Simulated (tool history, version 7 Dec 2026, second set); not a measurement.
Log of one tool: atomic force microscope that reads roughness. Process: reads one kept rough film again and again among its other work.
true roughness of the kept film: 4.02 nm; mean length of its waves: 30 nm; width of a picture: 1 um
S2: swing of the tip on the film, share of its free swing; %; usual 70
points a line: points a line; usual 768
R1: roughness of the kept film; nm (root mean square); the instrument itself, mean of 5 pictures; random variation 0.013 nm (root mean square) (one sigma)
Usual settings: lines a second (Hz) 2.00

run 1 hour=0.0 | lines_a_second_(Hz)=2.00 S2=70 points_a_line=768 | R1=2.881
run 2 hour=8.0 | lines_a_second_(Hz)=2.00 S2=70 points_a_line=768 | R1=2.835
run 3 hour=18.9 | lines_a_second_(Hz)=2.00 S2=70 points_a_line=768 | R1=2.749
run 4 hour=34.9 | lines_a_second_(Hz)=2.00 S2=70 points_a_line=768 | R1=2.702
run 5 hour=43.4 | lines_a_second_(Hz)=2.00 S2=70 points_a_line=398 | R1=2.635
run 6 hour=57.4 | lines_a_second_(Hz)=2.00 S2=70 points_a_line=398 | R1=2.550
run 7 hour=66.2 | lines_a_second_(Hz)=2.00 S2=70 points_a_line=768 | R1=2.516
run 8 hour=77.2 | lines_a_second_(Hz)=2.00 S2=70 points_a_line=768 | R1=2.495
run 9 hour=95.0 | lines_a_second_(Hz)=2.00 S2=70 points_a_line=768 | R1=2.411
run 10 hour=110.4 | lines_a_second_(Hz)=2.00 S2=73 points_a_line=351 | R1=2.303
run 11 hour=123.3 | lines_a_second_(Hz)=2.00 S2=73 points_a_line=351 | R1=2.233
run 12 hour=137.7 | lines_a_second_(Hz)=3.22 S2=66 points_a_line=351 | R1=2.161
-- hour=139.7 new tip fitted
run 13 hour=156.6 | lines_a_second_(Hz)=3.22 S2=66 points_a_line=351 | R1=2.967
run 14 hour=173.7 | lines_a_second_(Hz)=1.68 S2=71 points_a_line=496 | R1=2.978
run 15 hour=186.0 | lines_a_second_(Hz)=1.68 S2=71 points_a_line=496 | R1=2.921
run 16 hour=203.1 | lines_a_second_(Hz)=1.69 S2=71 points_a_line=496 | R1=2.826
run 17 hour=212.9 | lines_a_second_(Hz)=1.28 S2=70 points_a_line=357 | R1=2.828

Some steps in R1 between neighbouring runs. How much of each would the tool show without its hidden state too (settings, what came in, random variation), and how much is left for the hidden state, with any gauge scatter that isn't in both results?
The hidden state here: radius of the tip, nm; height scale over the true one, %; drift of the gauge itself on roughness_nm, %.
Run 12 -> 13: new tip fitted. R1 +0.806 nm (root mean square): hidden state +0.795, all else +0.011.

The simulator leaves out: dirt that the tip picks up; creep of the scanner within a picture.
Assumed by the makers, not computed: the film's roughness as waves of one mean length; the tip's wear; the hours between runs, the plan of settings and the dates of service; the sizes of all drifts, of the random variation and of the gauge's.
